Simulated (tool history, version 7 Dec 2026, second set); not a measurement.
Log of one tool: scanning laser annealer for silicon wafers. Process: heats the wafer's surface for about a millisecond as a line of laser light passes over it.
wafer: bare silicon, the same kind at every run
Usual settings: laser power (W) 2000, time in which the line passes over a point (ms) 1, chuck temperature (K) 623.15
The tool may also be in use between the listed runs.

run,hour,laser power (W),time in which the line passes over a point (ms),chuck temperature (K),highest temperature of the surface (K)
1,0,2000,1,623.15,1385.15
2,10.9,2000,1,623.15,1385.15
3,17,2000,1,623.15,1389.15
4,25.9,1984,1,623.15,1380.15
5,36.4,1984,1,623.15,1382.15
6,43,1984,1,623.15,1378.15
7,51.7,1984,1,623.15,1380.15
8,59.9,1984,1,623.15,1375.15
9,68.5,1984,1,623.15,1379.15
10,76.5,1984,1,623.15,1380.15
11,85.7,1984,1,623.15,1379.15
12,96.2,2000,1,623.15,1385.15
13,106.9,2000,1,623.15,1380.15
14,117.3,2188,0.78,661.15,1390.15
15,122.8,2000,0.79,604.15,1276.15
16,133.6,1877,1.22,647.15,1446.15
17,145.1,1877,1.22,647.15,1442.15
18,156.2,1788,1.05,587.15,1289.15
19,161.8,1713,1,621.15,1277.15
20,171.2,2000,1,589.15,1350.15
21,177,1847,0.76,645.15,1255.15
22,188.8,1789,1.06,584.15,1293.15
23,196.5,1789,1.06,584.15,1290.15
24,206.9,1789,1.06,584.15,1292.15
25,215.4,1789,0.82,609.15,1226.15
26,222.5,1789,0.82,609.15,1225.15

Forecast each of these 5 alternatives for the next run:
A,230.6,1964,1.2,661.15,?
B,230.6,1810,1.14,589.15,?
C,230.6,1903,1,623.15,?
D,230.6,1731,0.95,589.15,?
E,230.6,2000,1.09,623.15,?

run,highest temperature of the surface (K)
A,1484.15
B,1328.15
C,1347.15
D,1238.15
E,1417.15
Without the tool's hidden state the same runs would have given:
run,highest temperature of the surface (K)
A,1499.15
B,1341.15
C,1360.15
D,1250.15
E,1432.15

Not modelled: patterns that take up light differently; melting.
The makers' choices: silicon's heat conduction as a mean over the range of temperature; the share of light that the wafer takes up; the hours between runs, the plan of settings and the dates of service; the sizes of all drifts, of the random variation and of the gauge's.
